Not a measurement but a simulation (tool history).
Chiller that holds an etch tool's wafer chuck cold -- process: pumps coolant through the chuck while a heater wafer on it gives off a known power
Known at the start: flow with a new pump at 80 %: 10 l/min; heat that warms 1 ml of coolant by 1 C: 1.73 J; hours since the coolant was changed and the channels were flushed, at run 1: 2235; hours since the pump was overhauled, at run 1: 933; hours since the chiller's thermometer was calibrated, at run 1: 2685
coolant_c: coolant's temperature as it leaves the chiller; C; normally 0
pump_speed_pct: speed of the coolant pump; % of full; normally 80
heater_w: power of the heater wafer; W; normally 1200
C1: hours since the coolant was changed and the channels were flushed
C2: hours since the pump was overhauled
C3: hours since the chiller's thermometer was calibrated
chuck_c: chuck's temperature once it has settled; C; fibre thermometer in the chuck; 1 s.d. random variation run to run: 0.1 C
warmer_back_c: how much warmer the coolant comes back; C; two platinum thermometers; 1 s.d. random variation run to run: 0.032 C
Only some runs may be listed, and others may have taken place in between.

Run 1, day 0: usual settings; C1 2235; C2 933; C3 2685. Result: chuck_c 8.9 C, warmer_back_c 4.12 C.
Run 2, day 1.962: usual settings; C1 2282; C2 981; C3 2732. Result: chuck_c 9.1 C, warmer_back_c 4.12 C.
Run 3, day 3.992: usual settings; C1 2331; C2 1029; C3 2781. Result: chuck_c 9.1 C, warmer_back_c 4.13 C.
Run 4, day 5.038: usual settings; C1 2356; C2 1054; C3 2806. Result: chuck_c 9.1 C, warmer_back_c 4.13 C.
Run 5, day 6.833: usual settings; C1 2399; C2 1098; C3 2849. Result: chuck_c 9.1 C, warmer_back_c 4.17 C.
Run 6, day 8.6: usual settings; C1 2441; C2 1140; C3 2891. Result: chuck_c 8.9 C, warmer_back_c 4.19 C.
At day 10.504: chiller's thermometer calibrated.
Run 7, day 10.688: usual settings; C1 2490; C2 1189; C3 4. Result: chuck_c 9.1 C, warmer_back_c 4.14 C.
Run 8, day 12.321: usual settings but pump_speed_pct 94 % of full; C1 2530; C2 1228; C3 44. Result: chuck_c 7.8 C, warmer_back_c 3.57 C.
Run 9, day 13.567: usual settings; C1 2560; C2 1258; C3 74. Result: chuck_c 8.9 C, warmer_back_c 4.19 C.
Run 10, day 15.442: usual settings; C1 2605; C2 1303; C3 119. Result: chuck_c 8.9 C, warmer_back_c 4.17 C.
Run 11, day 17.042: usual settings; C1 2643; C2 1342; C3 157. Result: chuck_c 9 C, warmer_back_c 4.18 C.
Run 12, day 19.062: usual settings but coolant_c -6 C; C1 2691; C2 1390; C3 205. Result: chuck_c 3.1 C, warmer_back_c 4.2 C.
Run 13, day 21.229: usual settings but pump_speed_pct 77 % of full; C1 2744; C2 1442; C3 257. Result: chuck_c 9.3 C, warmer_back_c 4.41 C.
Run 14, day 22.446: usual settings but pump_speed_pct 77 % of full; C1 2773; C2 1471; C3 287. Result: chuck_c 9.4 C, warmer_back_c 4.36 C.
Run 15, day 23.771: usual settings but pump_speed_pct 77 % of full; C1 2804; C2 1503; C3 318. Result: chuck_c 9.4 C, warmer_back_c 4.35 C.
Run 16, day 25.575: usual settings but pump_speed_pct 90 % of full; C1 2848; C2 1546; C3 362. Result: chuck_c 8.1 C, warmer_back_c 3.7 C.
Run 17, day 27.521: usual settings but pump_speed_pct 77 % of full; C1 2894; C2 1593; C3 408. Result: chuck_c 9.2 C, warmer_back_c 4.37 C.
Run 18, day 29.254: usual settings but pump_speed_pct 77 % of full; C1 2936; C2 1635; C3 450. Result: chuck_c 9.3 C, warmer_back_c 4.39 C.
Run 19, day 30.979: usual settings but coolant_c -4 C, pump_speed_pct 71 % of full; C1 2977; C2 1676; C3 491. Result: chuck_c 6.1 C, warmer_back_c 4.82 C.
Run 20, day 32.288: usual settings but coolant_c -4 C, pump_speed_pct 71 % of full; C1 3009; C2 1707; C3 523. Result: chuck_c 5.9 C, warmer_back_c 4.91 C.
Run 21, day 34.35: usual settings but coolant_c -5 C, pump_speed_pct 63 % of full, heater_w 658 W; C1 3058; C2 1757; C3 572. Result: chuck_c 1.1 C, warmer_back_c 3.06 C.
Run 22, day 36.571: usual settings but coolant_c -5 C, pump_speed_pct 63 % of full, heater_w 658 W; C1 3112; C2 1810; C3 626. Result: chuck_c 1 C, warmer_back_c 3.05 C.
Run 23, day 38.112: usual settings but coolant_c -5 C, pump_speed_pct 63 % of full, heater_w 658 W; C1 3149; C2 1847; C3 663. Result: chuck_c 1.1 C, warmer_back_c 3.05 C.
Run 24, day 40.142: usual settings but coolant_c 9 C, pump_speed_pct 63 % of full, heater_w 658 W; C1 3197; C2 1896; C3 711. Result: chuck_c 15 C, warmer_back_c 3.04 C.
Run 25, day 42.275: usual settings but coolant_c 2 C; C1 3249; C2 1947; C3 763. Result: chuck_c 11 C, warmer_back_c 4.26 C.
Run 26, day 43.938: usual settings but coolant_c 2 C; C1 3289; C2 1987; C3 802. Result: chuck_c 11.1 C, warmer_back_c 4.34 C.
Run 27, day 45.217: usual settings but coolant_c 2 C, heater_w 775 W; C1 3319; C2 2018; C3 833. Result: chuck_c 7.9 C, warmer_back_c 2.88 C.
Run 28, day 46.529: usual settings but coolant_c 2 C, heater_w 775 W; C1 3351; C2 2049; C3 865. Result: chuck_c 7.9 C, warmer_back_c 2.85 C.
Run 29, day 48.579: usual settings but coolant_c 2 C, heater_w 775 W; C1 3400; C2 2098; C3 914. Result: chuck_c 7.8 C, warmer_back_c 2.9 C.
Run 30, day 50.162: usual settings but coolant_c -5 C; C1 3438; C2 2136; C3 952. Result: chuck_c 4.1 C, warmer_back_c 4.27 C.
Run 31, day 51.658: usual settings but coolant_c -4 C, pump_speed_pct 96 % of full; C1 3474; C2 2172; C3 988. Result: chuck_c 3.7 C, warmer_back_c 3.61 C.
Run 32, day 52.675: usual settings but heater_w 1135 W; C1 3498; C2 2197; C3 1012. Result: chuck_c 8.5 C, warmer_back_c 4.11 C.

4 ways to go on from here, each from the tool as it stands after run 32. What would each give?
Run A, day 53.779: usual settings but pump_speed_pct 81 % of full; C1 3525; C2 2223; C3 1039. Result: chuck_c ?, warmer_back_c ?.
Run B, day 53.779: usual settings but coolant_c -6 C, heater_w 971 W; C1 3525; C2 2223; C3 1039. Result: chuck_c ?, warmer_back_c ?.
Run C, day 53.779: usual settings but coolant_c -7 C; C1 3525; C2 2223; C3 1039. Result: chuck_c ?, warmer_back_c ?.
Run D, day 53.779: usual settings but coolant_c -5 C, heater_w 780 W; C1 3525; C2 2223; C3 1039. Result: chuck_c ?, warmer_back_c ?.

run  chuck_c  warmer_back_c
  A        9           4.28
  B      1.3           3.56
  C      2.1           4.35
  D      0.9           2.87
Without the tool's unlogged condition, the same runs would have read:
run  chuck_c  warmer_back_c
  A        9           4.11
  B      1.3           3.39
  C      2.1           4.17
  D      0.9           2.69
